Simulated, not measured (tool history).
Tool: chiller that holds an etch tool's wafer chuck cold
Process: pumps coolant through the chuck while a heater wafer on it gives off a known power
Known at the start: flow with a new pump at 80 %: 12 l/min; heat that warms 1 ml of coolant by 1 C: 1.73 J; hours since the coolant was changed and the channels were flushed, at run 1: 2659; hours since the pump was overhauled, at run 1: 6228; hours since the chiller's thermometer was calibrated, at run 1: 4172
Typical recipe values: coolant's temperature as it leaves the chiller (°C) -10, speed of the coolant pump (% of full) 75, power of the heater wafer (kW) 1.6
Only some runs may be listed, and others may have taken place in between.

run	hour	coolant's temperature as it leaves the chiller (°C)	speed of the coolant pump (% of full)	power of the heater wafer (kW)	hours since the coolant was changed and the channels were flushed	hours since the pump was overhauled	hours since the chiller's thermometer was calibrated	chuck's temperature once it has settled (°C)	how much warmer the coolant comes back (C)
1	0	-10	75	1.6	2659	6228	4172	5.4	5.66
2	117.2	-10	75	1.6	2776	6345	4289	5.4	5.65
3	223.9	-10	75	1.6	2883	6452	4396	5.3	5.69
4	350.2	-10	75	1.418	3009	6578	4522	3.8	5.04
5	432.1	-10	75	1.418	3091	6660	4604	3.9	5.01
6	573.7	-10	75	1.418	3233	6801	4746	3.8	5
7	702.5	-10	75	1.418	3361	6930	4875	4	5.09
8	833.6	-10	75	1.418	3492	7061	5006	4.1	5.08
# hour 862.6: chiller's thermometer calibrated
9	963.7	-10	75	1.418	3622	7191	101	3.7	5.09
10	1067.1	-10	75	1.976	3725	7294	205	9.1	7.12
11	1172.7	-10	75	1.976	3831	7400	310	9.3	7.09
12	1242.7	-10	75	0.919	3901	7469	380	-1	3.3
13	1402.6	-10	75	1.6	4061	7629	540	5.8	5.87
14	1515	-10	75	1.6	4173	7742	652	5.7	5.86
15	1611.8	-10	75	1.6	4270	7839	749	5.9	5.85
16	1698.3	-5	83	1.862	4356	7925	836	12.3	6.09
# hour 1748.1: coolant pump overhauled
17	1855.2	-5	83	1.862	4508	107	988	12.5	6.37
18	1928.1	-7	75	1.858	4581	180	1061	12.2	7.06
19	2067	-7	75	1.858	4720	319	1199	12	7.11
# hour 2104.2: coolant pump overhauled, once more
20	2212.9	-12	70	2.223	4861	109	1340	9.3	7.44
21	2309.1	-12	70	2.223	4957	205	1437	9.4	7.4

Expected results for the next run?
22	2464.4	-10	75	1.094	5112	360	1592	?	?

chuck's temperature once it has settled (°C): -0.1
how much warmer the coolant comes back (C): 3.49
With no hidden state in the tool, this same run would have given chuck's temperature once it has settled (°C) -1.3, how much warmer the coolant comes back (C) 3.46.

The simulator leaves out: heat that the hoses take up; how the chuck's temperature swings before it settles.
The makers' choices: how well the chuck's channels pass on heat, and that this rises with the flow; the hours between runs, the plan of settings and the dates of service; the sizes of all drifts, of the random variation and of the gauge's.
